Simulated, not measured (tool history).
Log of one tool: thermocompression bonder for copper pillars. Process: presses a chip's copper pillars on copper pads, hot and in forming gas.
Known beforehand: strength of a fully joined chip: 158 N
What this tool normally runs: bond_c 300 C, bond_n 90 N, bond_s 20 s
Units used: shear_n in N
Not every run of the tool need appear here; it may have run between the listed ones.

| run | hour | bond_c | bond_n | bond_s | shear_n |
|---|---|---|---|---|---|
| 1 | 0 | 300 | 90 | 20 | 78.3 |
| 2 | 10.3 | 300 | 90 | 20 | 76.9 |
| 3 | 16.6 | 300 | 90 | 20 | 78.1 |
| 4 | 28.2 | 300 | 90 | 20 | 75.7 |
| 5 | 40.4 | 300 | 90 | 20 | 76.9 |
| 6 | 48.4 | 310 | 90 | 20 | 82.3 |
| 7 | 54.7 | 310 | 90 | 20 | 82.8 |
| 8 | 66.7 | 310 | 90 | 20 | 83.1 |
| 9 | 75 | 310 | 79 | 20 | 76.4 |
| 10 | 86 | 310 | 79 | 20 | 76.1 |
| 11 | 95.3 | 301 | 90 | 20 | 78.4 |
| 12 | 106.4 | 301 | 90 | 20 | 78.6 |
| 13 | 115.6 | 300 | 90 | 20 | 78 |
| 14 | 128.1 | 295 | 90 | 20 | 73.7 |
| 15 | 138 | 295 | 90 | 20 | 72.9 |
| 16 | 151.1 | 300 | 68 | 20 | 64.3 |
| 17 | 162.5 | 300 | 90 | 20 | 76.5 |
| 18 | 168.3 | 300 | 54 | 20 | 56.6 |
| 19 | 174.6 | 300 | 54 | 20 | 56.1 |
| 20 | 186.1 | 300 | 54 | 20 | 56.6 |
| 21 | 194.5 | 300 | 110 | 16 | 76.9 |
| 22 | 207.4 | 298 | 78 | 25 | 75.2 |
| 23 | 216 | 303 | 90 | 15 | 71.2 |
| 24 | 222.8 | 309 | 90 | 18 | 79.2 |
| 25 | 232.8 | 270 | 77 | 39 | 70.1 |
|  | 236 | forming gas filter changed |
| 26 | 246 | 270 | 77 | 39 | 71 |
| 27 | 252.8 | 270 | 77 | 39 | 68.7 |
| 28 | 259.3 | 276 | 62 | 11 | 37.9 |
| 29 | 271.9 | 276 | 62 | 11 | 39 |
| 30 | 277.9 | 296 | 86 | 20 | 71 |
| 31 | 291 | 296 | 86 | 20 | 73.4 |
| 32 | 297.6 | 326 | 86 | 33 | 104.2 |
| 33 | 304.5 | 326 | 86 | 33 | 104.9 |
| 34 | 316.4 | 326 | 86 | 33 | 105.7 |
| 35 | 327 | 300 | 90 | 13 | 66.3 |
| 36 | 332.6 | 300 | 90 | 38 | 96.2 |
| 37 | 344.2 | 316 | 117 | 27 | 106.3 |
| 38 | 351.3 | 316 | 117 | 27 | 107.5 |
| 39 | 359.2 | 291 | 133 | 37 | 106.7 |

3 ways to go on from here, each from the tool as it stands after run 39. What would each give?
| A | 369.4 | 292 | 59 | 48 | ? |
| B | 369.4 | 297 | 73 | 36 | ? |
| C | 369.4 | 291 | 79 | 37 | ? |

| run | shear_n |
|---|---|
| A | 77.9 |
| B | 82.2 |
| C | 82.5 |
With no hidden state in the tool, these same runs would have given:
| run | shear_n |
|---|---|
| A | 78 |
| B | 82.3 |
| C | 82.6 |
